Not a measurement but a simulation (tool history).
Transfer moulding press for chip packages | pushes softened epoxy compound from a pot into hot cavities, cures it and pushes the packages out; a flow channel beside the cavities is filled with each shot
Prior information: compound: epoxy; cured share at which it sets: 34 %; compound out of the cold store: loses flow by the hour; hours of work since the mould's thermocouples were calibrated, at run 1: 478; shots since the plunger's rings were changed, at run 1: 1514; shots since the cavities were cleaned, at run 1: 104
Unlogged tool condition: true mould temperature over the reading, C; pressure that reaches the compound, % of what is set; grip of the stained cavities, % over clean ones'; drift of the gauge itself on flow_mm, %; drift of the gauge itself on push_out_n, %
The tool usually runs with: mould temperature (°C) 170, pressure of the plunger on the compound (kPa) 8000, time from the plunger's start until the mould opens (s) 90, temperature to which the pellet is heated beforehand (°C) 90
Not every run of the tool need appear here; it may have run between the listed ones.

| run | hour | mould temperature (°C) | pressure of the plunger on the compound (kPa) | time from the plunger's start until the mould opens (s) | temperature to which the pellet is heated beforehand (°C) | hours of work since the mould's thermocouples were calibrated | shots since the plunger's rings were changed | shots since the cavities were cleaned | incoming compound's hours out of the cold store | length that the compound runs in the flow channel (mm) | greatest force on the pins that push the packages out (N) |
|---|---|---|---|---|---|---|---|---|---|---|---|
| 1 | 0.0 | 170 | 8000 | 90 | 90 | 478 | 1514 | 104 | 36.3 | 778 | 560 |
| 2 | 7.2 | 170 | 8000 | 90 | 90 | 483 | 1631 | 221 | 44.4 | 745 | 647 |
| 3 | 16.1 | 170 | 8000 | 90 | 90 | 490 | 1776 | 366 | 32.9 | 793 | 694 |
|  | 22.0 | cavities cleaned with cleaning compound and waxed |
| 4 | 29.4 | 170 | 8000 | 90 | 90 | 499 | 1966 | 120 | 21.2 | 843 | 606 |
| 5 | 38.7 | 170 | 8000 | 90 | 90 | 506 | 2118 | 272 | 36.8 | 765 | 691 |
| 6 | 46.4 | 170 | 8000 | 90 | 90 | 511 | 2242 | 396 | 44.3 | 736 | 720 |
|  | 51.4 | cavities cleaned with cleaning compound and waxed |
| 7 | 65.2 | 170 | 8000 | 90 | 90 | 524 | 2524 | 224 | 26.0 | 809 | 653 |
| 8 | 75.5 | 170 | 8000 | 73 | 90 | 532 | 2691 | 391 | 27.3 | 811 | 1023 |
|  | 81.7 | plunger's sealing rings changed |
|  | 83.2 | cavities cleaned with cleaning compound and waxed |
| 9 | 96.1 | 170 | 8000 | 90 | 90 | 544 | 210 | 210 | 45.4 | 748 | 619 |
|  | 112.6 | cavities cleaned with cleaning compound and waxed |
| 10 | 113.0 | 170 | 9740 | 90 | 90 | 556 | 461 | 7 | 47.0 | 814 | 469 |
| 11 | 123.4 | 170 | 8000 | 90 | 99 | 563 | 629 | 175 | 32.3 | 800 | 601 |
| 12 | 138.9 | 170 | 8000 | 90 | 99 | 575 | 881 | 427 | 22.9 | 835 | 746 |
|  | 141.4 | cavities cleaned with cleaning compound and waxed |
| 13 | 149.7 | 170 | 8000 | 90 | 99 | 582 | 1032 | 135 | 13.0 | 891 | 631 |
| 14 | 160.5 | 169 | 8000 | 90 | 90 | 590 | 1207 | 310 | 31.6 | 801 | 706 |
|  | 170.0 | cavities cleaned with cleaning compound and waxed |
| 15 | 175.6 | 169 | 9090 | 90 | 90 | 600 | 1428 | 91 | 25.5 | 882 | 600 |
| 16 | 190.8 | 169 | 9090 | 97 | 90 | 611 | 1675 | 338 | 45.3 | 787 | 656 |
|  | 198.6 | cavities cleaned with cleaning compound and waxed |
| 17 | 200.0 | 169 | 7050 | 85 | 98 | 617 | 1800 | 23 | 33.3 | 742 | 547 |
|  | 203.2 | mould's thermocouples calibrated |
| 18 | 212.7 | 169 | 7050 | 85 | 98 | 7 | 1974 | 197 | 21.9 | 787 | 688 |
| 19 | 225.5 | 165 | 6340 | 90 | 90 | 16 | 2180 | 403 | 24.8 | 741 | 925 |
|  | 229.6 | cavities cleaned with cleaning compound and waxed |
| 20 | 237.5 | 171 | 8000 | 90 | 83 | 24 | 2351 | 128 | 20.6 | 840 | 565 |
|  | 243.2 | mould's thermocouples calibrated, once more |
| 21 | 255.6 | 172 | 8000 | 90 | 90 | 9 | 2613 | 390 | 33.8 | 777 | 678 |
|  | 260.3 | cavities cleaned with cleaning compound and waxed |
|  | 267.9 | plunger's sealing rings changed |
| 22 | 276.2 | 175 | 8000 | 91 | 90 | 22 | 136 | 218 | 13.3 | 881 | 586 |
| 23 | 283.6 | 163 | 8000 | 96 | 90 | 27 | 255 | 337 | 27.4 | 843 | 992 |
|  | 291.9 | cavities cleaned with cleaning compound and waxed |
| 24 | 302.3 | 163 | 7420 | 96 | 99 | 40 | 535 | 169 | 24.5 | 822 | 858 |
| 25 | 310.9 | 164 | 8540 | 90 | 83 | 46 | 675 | 309 | 31.2 | 850 | 1078 |
|  | 320.5 | cavities cleaned with cleaning compound and waxed |
| 26 | 322.6 | 164 | 8540 | 90 | 83 | 54 | 840 | 34 | 35.8 | 826 | 782 |
| 27 | 332.9 | 170 | 8000 | 89 | 86 | 61 | 1007 | 201 | 42.3 | 756 | 662 |
| 28 | 343.1 | 176 | 8360 | 86 | 87 | 69 | 1174 | 368 | 27.7 | 820 | 646 |

For some of the steps in length that the compound runs in the flow channel (mm) from one run to the next: how much would appear even if the tool had no hidden state, given the settings, what came in and random variation, and how much remains for the hidden state plus any gauge scatter that the measured result and the result without hidden state don't share?
Run 8 -> 9: time from the plunger's start until the mould opens (s) 73 -> 90, plunger's sealing rings changed, cavities cleaned with cleaning compound and waxed. length that the compound runs in the flow channel (mm) -63: hidden state +19, all else -82.
Run 19 -> 20: mould temperature (°C) 165 -> 171, pressure of the plunger on the compound (kPa) 6340 -> 8000, temperature to which the pellet is heated beforehand (°C) 90 -> 83, cavities cleaned with cleaning compound and waxed. length that the compound runs in the flow channel (mm) +99: hidden state -3, all else +102.
Run 21 -> 22: mould temperature (°C) 172 -> 175, time from the plunger's start until the mould opens (s) 90 -> 91, cavities cleaned with cleaning compound and waxed, plunger's sealing rings changed. length that the compound runs in the flow channel (mm) +104: hidden state +18, all else +86.
